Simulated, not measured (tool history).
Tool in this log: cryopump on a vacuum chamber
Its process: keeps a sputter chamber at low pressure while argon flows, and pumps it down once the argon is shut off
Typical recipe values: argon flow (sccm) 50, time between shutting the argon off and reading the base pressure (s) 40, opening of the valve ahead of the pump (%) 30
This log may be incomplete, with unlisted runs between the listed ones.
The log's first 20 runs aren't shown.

| run | hour | argon flow (sccm) | time between shutting the argon off and reading the base pressure (s) | opening of the valve ahead of the pump (%) | hours of work since the pump was warmed up and emptied | hours of work since the cold head was overhauled | hours of work since the chamber's fittings were tightened | pressure while argon flows (Pa) | pressure after the wait (uPa) |
|---|---|---|---|---|---|---|---|---|---|
| 21 | 750.1 | 80 | 274 | 32 | 279 | 1077 | 2852 | 0.4437 | 2.66 |
| 22 | 788.2 | 89 | 40 | 30 | 305 | 1103 | 2878 | 0.5229 | 3.45 |
| 23 | 824.9 | 50 | 66 | 30 | 330 | 1128 | 2903 | 0.2941 | 3.14 |
| 24 | 871.2 | 50 | 66 | 30 | 362 | 1159 | 2934 | 0.2971 | 3.14 |
| 25 | 913.4 | 89 | 56 | 37 | 390 | 1188 | 2963 | 0.4352 | 3.32 |
| 26 | 957.4 | 89 | 56 | 37 | 420 | 1218 | 2993 | 0.4362 | 3.32 |
| 27 | 978.9 | 36 | 124 | 24 | 435 | 1232 | 3007 | 0.2663 | 3.17 |
| 28 | 1007.4 | 26 | 222 | 47 | 454 | 1252 | 3027 | 0.103 | 3.06 |
| 29 | 1031.7 | 40 | 61 | 30 | 470 | 1268 | 3043 | 0.2424 | 3.43 |
| 30 | 1058.2 | 20 | 61 | 20 | 488 | 1286 | 3061 | 0.1776 | 3.43 |
| 31 | 1089.3 | 43 | 100 | 52 | 510 | 1307 | 3082 | 0.1563 | 3.24 |

What does the tool deliver on the next run?
| 32 | 1130.9 | 68 | 201 | 30 | 538 | 1335 | 3111 | ? | ? |

pressure while argon flows (Pa): 0.411
pressure after the wait (uPa): 3.24
Without the tool's hidden state the same run would have given pressure while argon flows (Pa) 0.3852, pressure after the wait (uPa) 0.47.

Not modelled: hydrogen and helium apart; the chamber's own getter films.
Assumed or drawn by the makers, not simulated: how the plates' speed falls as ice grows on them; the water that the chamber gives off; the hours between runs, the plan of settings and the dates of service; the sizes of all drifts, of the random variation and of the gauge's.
